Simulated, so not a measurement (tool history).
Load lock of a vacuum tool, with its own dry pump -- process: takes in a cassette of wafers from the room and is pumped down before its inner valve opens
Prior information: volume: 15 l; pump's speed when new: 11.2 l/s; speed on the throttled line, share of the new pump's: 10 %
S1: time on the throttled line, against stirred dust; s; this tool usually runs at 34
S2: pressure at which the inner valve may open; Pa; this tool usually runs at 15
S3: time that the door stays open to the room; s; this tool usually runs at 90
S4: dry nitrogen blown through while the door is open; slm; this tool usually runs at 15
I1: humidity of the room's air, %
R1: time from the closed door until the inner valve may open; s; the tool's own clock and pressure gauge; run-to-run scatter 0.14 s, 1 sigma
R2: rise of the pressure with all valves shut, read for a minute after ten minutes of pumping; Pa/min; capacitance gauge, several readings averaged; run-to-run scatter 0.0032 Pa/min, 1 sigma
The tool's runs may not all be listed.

Run 1, hour 0: usual settings; I1 44.9. Result: R1 42.6 s, R2 0.134 Pa/min.
Run 2, hour 262.2: usual settings; I1 44.5. Result: R1 42.6 s, R2 0.137 Pa/min.
Run 3, hour 802.8: usual settings but S1 57 s; I1 46.5. Result: R1 63.5 s, R2 0.141 Pa/min.
Run 4, hour 1306.5: usual settings but S1 57 s; I1 40.6. Result: R1 63.5 s, R2 0.132 Pa/min.
Run 5, hour 1714.6: usual settings but S1 57 s; I1 43.5. Result: R1 63.5 s, R2 0.148 Pa/min.
Run 6, hour 2087.5: usual settings but S2 27 Pa; I1 41.5. Result: R1 42 s, R2 0.15 Pa/min.
Run 7, hour 2474.3: usual settings but S2 27 Pa; I1 45.8. Result: R1 42.2 s, R2 0.162 Pa/min.
Run 8, hour 3045.1: usual settings but S2 27 Pa; I1 42. Result: R1 42 s, R2 0.167 Pa/min.
Run 9, hour 3394.5: usual settings but S2 27 Pa; I1 43.1. Result: R1 42.2 s, R2 0.163 Pa/min.
Run 10, hour 3827.5: usual settings but S2 27 Pa; I1 45.3. Result: R1 42.1 s, R2 0.178 Pa/min.
Run 11, hour 4131.5: usual settings but S3 180 s; I1 42.5. Result: R1 42.9 s, R2 0.213 Pa/min.
Run 12, hour 4703.7: usual settings but S3 180 s; I1 47.5. Result: R1 43.2 s, R2 0.23 Pa/min.
Run 13, hour 5215: usual settings but S3 180 s; I1 48.2. Result: R1 43.2 s, R2 0.242 Pa/min.
Run 14, hour 5620.2: usual settings; I1 44.8. Result: R1 43.6 s, R2 0.205 Pa/min.
Run 15, hour 5950.5: usual settings but S1 38 s, S2 29 Pa, S3 79 s, S4 7 slm; I1 44.5. Result: R1 46 s, R2 0.225 Pa/min.
Run 16, hour 6195.2: usual settings but S1 38 s, S2 29 Pa, S3 79 s, S4 7 slm; I1 47.3. Result: R1 46.1 s, R2 0.23 Pa/min.
Run 17, hour 6638.3: usual settings but S1 18 s, S2 11 Pa; I1 44.8. Result: R1 29.7 s, R2 0.222 Pa/min.
Run 18, hour 7146.2: usual settings but S1 28 s, S4 40 slm; I1 46.5. Result: R1 38.1 s, R2 0.193 Pa/min.
Run 19, hour 7513.4: usual settings but S1 28 s, S2 25 Pa, S3 159 s, S4 40 slm; I1 41.5. Result: R1 37.2 s, R2 0.214 Pa/min.
Run 20, hour 7841: usual settings but S3 113 s, S4 6 slm; I1 40.5. Result: R1 43.5 s, R2 0.273 Pa/min.
Run 21, hour 8356.1: usual settings but S2 13 Pa, S3 84 s; I1 48.3. Result: R1 43.8 s, R2 0.252 Pa/min.
Run 22, hour 8627.6: usual settings but S1 31 s, S2 16 Pa, S3 73 s; I1 44.5. Result: R1 40.8 s, R2 0.244 Pa/min.

Forecast run 23:
Run 23, hour 8944.1: usual settings but S1 54 s, S2 16 Pa, S3 73 s, S4 7 slm; I1 43. Result: R1 ?, R2 ?.

Run 23 yielded R1 61.2 s, R2 0.268 Pa/min.
With no hidden state in the tool, this same run would have given R1 60.4 s, R2 0.101 Pa/min.
